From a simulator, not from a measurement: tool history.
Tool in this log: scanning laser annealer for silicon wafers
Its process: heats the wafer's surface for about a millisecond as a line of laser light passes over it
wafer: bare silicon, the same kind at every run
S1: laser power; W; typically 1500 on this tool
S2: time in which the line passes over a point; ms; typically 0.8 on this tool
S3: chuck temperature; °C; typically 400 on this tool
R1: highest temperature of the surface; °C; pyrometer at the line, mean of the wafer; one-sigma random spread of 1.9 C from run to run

run   hour    S1     S2   S3    R1
  1      0  1500    0.8  400  1093
  2   42.4  1500    0.8  400  1093
  3   84.4  1500  0.967  400  1160
  4  163.8  1500  0.967  400  1157
  5  257.4  1500  0.967  400  1155
  6  317.5  1500  0.967  400  1182
  7  393.7  1411  0.967  400  1127
  8  449.2  1501  0.652  401  1030
  9  544.6  1505  0.859  439  1161
 10  631.1  1375  0.822  439  1074
 11  693.2  1298  0.979  429  1083
 12  760.4  1396  0.979  398  1116

Not shown: 4 entries that the log had between the listed runs. Between which runs, and how does the tool's hidden state differ before and after?
Between runs 4 and 5: optics aligned, line set to its width (hour 243.2)
  light that passes the window, % of a clean one's: 96.87 -> 96.29; laser's true power over the reading, %: -1.71 -> -1.74; width of the line over the set one, %: 0.99 -> 0.25
  measured result minus the result with no hidden state, R1: -45 -> -47 °C
Between runs 5 and 6: window over the wafer cleaned (hour 293.8)
  light that passes the window, % of a clean one's: 96.29 -> 99.71; laser's true power over the reading, %: -1.74 -> -1.77; width of the line over the set one, %: 0.25 -> 0.31
  measured result minus the result with no hidden state, R1: -47 -> -19 °C
Between runs 8 and 9: laser's power meter calibrated (hour 459.6)
  light that passes the window, % of a clean one's: 98.89 -> 98.26; laser's true power over the reading, %: -1.82 -> -2.06; width of the line over the set one, %: 0.47 -> 0.58
  measured result minus the result with no hidden state, R1: -22 -> -33 °C
Between runs 11 and 12: laser's power meter calibrated, once more (hour 700.6)
  light that passes the window, % of a clean one's: 97.3 -> 96.88; laser's true power over the reading, %: -2.12 -> -0.16; width of the line over the set one, %: 0.76 -> 0.83
  measured result minus the result with no hidden state, R1: -38 -> -30 °C
